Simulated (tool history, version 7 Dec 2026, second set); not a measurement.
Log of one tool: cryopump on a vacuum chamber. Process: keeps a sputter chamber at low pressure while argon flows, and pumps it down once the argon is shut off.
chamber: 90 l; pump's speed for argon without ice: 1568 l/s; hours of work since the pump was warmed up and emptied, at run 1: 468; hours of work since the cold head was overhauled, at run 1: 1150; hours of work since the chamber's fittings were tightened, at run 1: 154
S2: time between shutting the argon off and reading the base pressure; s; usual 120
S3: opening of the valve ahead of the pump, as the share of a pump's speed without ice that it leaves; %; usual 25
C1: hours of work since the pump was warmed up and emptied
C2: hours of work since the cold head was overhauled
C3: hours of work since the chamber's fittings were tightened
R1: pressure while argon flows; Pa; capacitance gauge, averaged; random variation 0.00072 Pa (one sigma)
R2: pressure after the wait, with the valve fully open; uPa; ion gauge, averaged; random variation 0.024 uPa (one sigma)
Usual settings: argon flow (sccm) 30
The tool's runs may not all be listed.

run 1 day=0.000 | argon_flow_(sccm)=30 S2=120 S3=25 | C1=468 C2=1150 C3=154 | R1=0.1399 R2=1.10
run 2 day=0.900 | argon_flow_(sccm)=30 S2=120 S3=25 | C1=481 C2=1163 C3=167 | R1=0.1401 R2=1.08
run 3 day=2.679 | argon_flow_(sccm)=30 S2=120 S3=25 | C1=507 C2=1189 C3=193 | R1=0.1397 R2=1.15
run 4 day=4.517 | argon_flow_(sccm)=30 S2=120 S3=25 | C1=534 C2=1216 C3=220 | R1=0.1431 R2=1.14
run 5 day=5.425 | argon_flow_(sccm)=30 S2=120 S3=25 | C1=547 C2=1229 C3=233 | R1=0.1419 R2=1.21
run 6 day=6.775 | argon_flow_(sccm)=30 S2=120 S3=25 | C1=566 C2=1249 C3=253 | R1=0.1434 R2=1.18
run 7 day=7.933 | argon_flow_(sccm)=30 S2=120 S3=20 | C1=583 C2=1265 C3=270 | R1=0.1759 R2=1.21
run 8 day=9.458 | argon_flow_(sccm)=30 S2=120 S3=25 | C1=605 C2=1288 C3=292 | R1=0.1425 R2=1.29

The next listed run, before its measurement:
run 9 day=11.496 | argon_flow_(sccm)=30 S2=120 S3=25 | C1=635 C2=1317 C3=321 | R1=? R2=?

{"run 9": {"R1": 0.1428, "R2": 1.27}}
Without the tool's hidden state the same run would have given R1 0.1279 Pa, R2 0.88 uPa.
